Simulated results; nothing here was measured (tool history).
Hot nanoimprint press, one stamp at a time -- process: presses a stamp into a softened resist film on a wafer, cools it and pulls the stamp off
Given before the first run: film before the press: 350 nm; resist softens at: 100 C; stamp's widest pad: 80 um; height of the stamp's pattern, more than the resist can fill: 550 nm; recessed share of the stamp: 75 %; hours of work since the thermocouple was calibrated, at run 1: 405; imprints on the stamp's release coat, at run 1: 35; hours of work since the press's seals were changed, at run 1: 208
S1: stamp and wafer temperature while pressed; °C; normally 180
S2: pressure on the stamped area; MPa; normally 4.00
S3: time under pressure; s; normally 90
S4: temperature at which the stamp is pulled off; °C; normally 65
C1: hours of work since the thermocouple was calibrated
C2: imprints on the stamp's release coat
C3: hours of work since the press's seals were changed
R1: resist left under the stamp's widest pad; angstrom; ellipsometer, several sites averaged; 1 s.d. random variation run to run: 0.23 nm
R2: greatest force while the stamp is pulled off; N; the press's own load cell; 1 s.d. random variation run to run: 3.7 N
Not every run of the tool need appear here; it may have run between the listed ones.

run	day	S1	S2	S3	S4	C1	C2	C3	R1	R2
1	0.000	180	4.00	90	65	405	35	208	1194	207
2	0.350	180	4.00	90	65	410	72	213	1190	210
3	0.612	180	4.00	90	65	414	99	217	1190	209
4	0.992	180	4.00	90	65	420	139	223	1191	211
5	1.208	180	4.00	90	65	424	161	226	1189	221
6	1.638	180	4.00	90	65	430	206	233	1185	227
7	2.129	180	4.00	90	65	438	258	241	1191	223
8	2.496	180	4.00	90	65	444	296	246	1185	226
9	2.725	180	4.00	90	65	447	320	250	1188	230
10	3.221	180	5.62	90	65	455	372	258	1014	228
11	3.525	180	5.62	90	65	460	404	262	1017	237
12	3.779	180	5.62	90	65	464	431	266	1012	231
13	4.150	180	4.00	48	65	469	469	272	1539	244
# day 4.371: plate thermocouple calibrated
14	4.758	180	4.00	48	65	6	520	280	1610	250
15	5.104	183	4.00	90	65	11	556	285	1126	248
16	5.617	183	4.00	90	65	19	610	293	1124	259
17	5.908	183	4.00	90	65	24	640	297	1128	271
18	6.325	183	4.00	90	58	30	684	304	1128	291
19	6.762	183	4.00	90	58	37	729	311	1125	291
20	7.204	183	4.00	90	58	44	776	317	1125	306
21	7.567	183	4.00	90	58	50	814	323	1126	297
# day 7.883: stamp cleaned and given a new release coat
22	8.062	183	4.00	90	58	53	18	327	1125	237
23	8.592	183	4.00	90	58	62	74	335	1123	240
24	8.921	186	4.00	90	58	67	108	340	1024	239
25	9.329	178	4.00	90	65	73	151	347	1327	222
26	9.729	175	4.00	48	65	79	193	353	1853	220
27	9.979	175	4.00	48	65	83	219	357	1858	227
28	10.242	180	4.09	48	65	87	246	361	1586	225
29	10.475	180	4.09	48	65	91	271	364	1583	227

Across each entry between runs, compare the hidden state at the last listed run before it with the hidden state at the first listed run after it:
In the gap between runs 13 and 14: plate thermocouple calibrated (day 4.371)
  true temperature over the reading, C: 1.38 -> -0.11; pressure that arrives at the usual setting, %: 98.7 -> 98.66; grip of the stamp's worn release coat, % over a new coat's: 18.7 -> 20.8
  difference, measured minus the result without the unlogged condition, R1: -56 -> +15 angstrom; R2: +34 -> +44 N
In the gap between runs 21 and 22: stamp cleaned and given a new release coat (day 7.883)
  true temperature over the reading, C: 0.03 -> 0.04; pressure that arrives at the usual setting, %: 98.45 -> 98.43; grip of the stamp's worn release coat, % over a new coat's: 33.3 -> 0.7
  difference, measured minus the result without the unlogged condition, R1: +7 -> +7 angstrom; R2: +74 -> +1 N
